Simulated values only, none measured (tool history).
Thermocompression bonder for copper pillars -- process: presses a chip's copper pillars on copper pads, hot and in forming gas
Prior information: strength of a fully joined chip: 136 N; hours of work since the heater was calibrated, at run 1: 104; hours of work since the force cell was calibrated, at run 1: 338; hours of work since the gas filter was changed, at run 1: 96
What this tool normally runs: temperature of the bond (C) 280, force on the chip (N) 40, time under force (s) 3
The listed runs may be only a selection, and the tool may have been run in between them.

run	day	temperature of the bond (C)	force on the chip (N)	time under force (s)	hours of work since the heater was calibrated	hours of work since the force cell was calibrated	hours of work since the gas filter was changed	force that shears a chip off (N)
1	0	280	40	3	104	338	96	79.8
2	0.646	280	40	3	112	346	104	77.7
3	0.938	280	40	3	116	350	108	75.6
4	1.329	280	40	3	120	355	112	77.6
5	1.792	280	40	3	126	360	118	77.8
6	2.217	280	40	3	131	365	123	76.7
7	2.554	280	40	3	135	369	127	77.6
8	2.992	280	40	3	140	375	133	76.9
9	3.275	280	26	3	144	378	136	53.6
10	3.8	280	26	2	150	384	142	45.9
11	4.1	280	35	3	154	388	146	70
12	4.392	280	35	3	157	391	149	67.9
13	4.896	280	42	2	163	398	155	70.9
14	5.188	280	42	2	167	401	159	69.3
15	5.671	280	48	3	173	407	165	86.8
16	6.088	280	48	3	178	412	170	86.5
17	6.475	251	31	3	182	417	175	46.2
18	6.783	292	36	2	186	420	178	68.4
19	7.3	292	36	2	192	427	184	66.8

4 ways to go on from here, each from the tool as it stands after run 19. What would each give?
A	7.929	276	40	2	200	434	192	?
B	7.929	274	41	2	200	434	192	?
C	7.929	276	40	4	200	434	192	?
D	7.929	259	36	6	200	434	192	?

run	force that shears a chip off (N)
A	63.7
B	65.6
C	79.9
D	72.8
What these runs would have given with no unlogged condition in the tool:
run	force that shears a chip off (N)
A	65.7
B	67.8
C	82.9
D	75.3
